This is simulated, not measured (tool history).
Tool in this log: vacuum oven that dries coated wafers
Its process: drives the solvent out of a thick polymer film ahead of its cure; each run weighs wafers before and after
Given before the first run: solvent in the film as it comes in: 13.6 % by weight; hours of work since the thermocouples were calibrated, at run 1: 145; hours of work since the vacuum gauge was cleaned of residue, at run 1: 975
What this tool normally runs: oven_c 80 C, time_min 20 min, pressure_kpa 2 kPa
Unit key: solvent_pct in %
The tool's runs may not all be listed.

run	day	oven_c	time_min	pressure_kpa	hours of work since the thermocouples were calibrated	hours of work since the vacuum gauge was cleaned of residue	solvent_pct
1	0	80	20	2	145	975	3.79
2	0.821	80	20	2	158	988	3.87
3	2.133	80	20	2	179	1009	3.85
4	3.354	80	20	2.79	199	1029	4.41
5	4.679	80	20	2.79	220	1050	4.42
6	5.388	80	20	2.79	232	1062	4.41
7	6.592	80	20	2.79	251	1081	4.43
8	7.296	80	20	2.79	263	1093	4.47
9	8.296	71	20	2	279	1109	5.79
10	9.288	71	20	2	295	1125	5.82
11	10.725	74	14	5.48	318	1148	8.84
12	12.275	80	17	6.3	343	1173	7.35
13	13.354	80	17	6.3	360	1191	7.38
14	14.875	94	14	2.77	385	1215	2.91
15	16.162	91	20	4.04	406	1236	3.18
16	17.275	91	20	1.39	424	1254	1.82
17	18.704	84	19	3.38	447	1277	4.27
18	19.462	84	19	1.7	459	1289	3.15

Run 19 has not been measured yet. What should we expect?
19	20.346	84	19	1.76	473	1303	?

{"run 19": {"solvent_pct": 3.23}}
The same run, on a tool lacking any hidden state, would have yielded solvent_pct 2.81 %.
